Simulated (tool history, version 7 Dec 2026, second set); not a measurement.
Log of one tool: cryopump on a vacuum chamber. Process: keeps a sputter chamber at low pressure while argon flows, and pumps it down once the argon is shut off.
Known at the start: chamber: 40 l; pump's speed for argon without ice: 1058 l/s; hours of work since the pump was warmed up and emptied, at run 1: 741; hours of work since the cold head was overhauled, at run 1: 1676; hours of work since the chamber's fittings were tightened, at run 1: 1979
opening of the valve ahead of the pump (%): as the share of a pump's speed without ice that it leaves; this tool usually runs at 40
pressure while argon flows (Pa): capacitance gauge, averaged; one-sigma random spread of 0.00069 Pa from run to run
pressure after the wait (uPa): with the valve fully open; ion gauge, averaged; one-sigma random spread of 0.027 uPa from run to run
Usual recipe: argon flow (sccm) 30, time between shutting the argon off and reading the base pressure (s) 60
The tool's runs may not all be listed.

| run | hour | argon flow (sccm) | time between shutting the argon off and reading the base pressure (s) | opening of the valve ahead of the pump (%) | hours of work since the pump was warmed up and emptied | hours of work since the cold head was overhauled | hours of work since the chamber's fittings were tightened | pressure while argon flows (Pa) | pressure after the wait (uPa) |
|---|---|---|---|---|---|---|---|---|---|
| 1 | 0.0 | 30 | 60 | 40 | 741 | 1676 | 1979 | 0.1365 | 2.60 |
| 2 | 65.3 | 30 | 60 | 40 | 789 | 1724 | 2027 | 0.1381 | 2.61 |
| 3 | 160.3 | 30 | 60 | 40 | 859 | 1793 | 2097 | 0.1397 | 2.74 |
|  | 225.4 | pump warmed up, emptied and cooled again |
| 4 | 266.4 | 30 | 60 | 40 | 30 | 1868 | 2171 | 0.1198 | 2.18 |
| 5 | 338.4 | 30 | 60 | 40 | 83 | 1921 | 2224 | 0.1219 | 2.31 |
| 6 | 401.5 | 30 | 60 | 54 | 129 | 1967 | 2271 | 0.0908 | 2.36 |
| 7 | 474.6 | 30 | 89 | 40 | 183 | 2021 | 2324 | 0.1219 | 2.12 |
| 8 | 524.8 | 30 | 60 | 40 | 220 | 2058 | 2361 | 0.1239 | 2.46 |
| 9 | 571.2 | 30 | 60 | 40 | 254 | 2092 | 2395 | 0.1244 | 2.52 |
| 10 | 654.3 | 30 | 60 | 40 | 315 | 2153 | 2456 | 0.1260 | 2.46 |
| 11 | 737.7 | 30 | 31 | 40 | 376 | 2214 | 2518 | 0.1267 | 3.50 |
| 12 | 787.3 | 30 | 31 | 40 | 413 | 2250 | 2554 | 0.1283 | 3.44 |
| 13 | 858.2 | 16 | 31 | 40 | 465 | 2303 | 2606 | 0.0676 | 3.54 |
| 14 | 957.1 | 16 | 67 | 43 | 538 | 2375 | 2679 | 0.0638 | 2.78 |
| 15 | 1010.1 | 30 | 60 | 35 | 577 | 2414 | 2718 | 0.1491 | 2.78 |

Consider 3 possible next runs. They are alternatives, not a sequence: every one starts from the tool as it was left by run 15. What does each give?
| A | 1104.3 | 25 | 60 | 40 | 646 | 2483 | 2787 | ? | ? |
| B | 1104.3 | 13 | 60 | 33 | 646 | 2483 | 2787 | ? | ? |
| C | 1104.3 | 56 | 60 | 25 | 646 | 2483 | 2787 | ? | ? |

| run | pressure while argon flows (Pa) | pressure after the wait (uPa) |
|---|---|---|
| A | 0.1119 | 2.90 |
| B | 0.0692 | 2.91 |
| C | 0.3818 | 2.98 |
What these runs would have given with no unlogged condition in the tool:
| run | pressure while argon flows (Pa) | pressure after the wait (uPa) |
|---|---|---|
| A | 0.1002 | 1.18 |
| B | 0.0632 | 1.19 |
| C | 0.3560 | 1.21 |
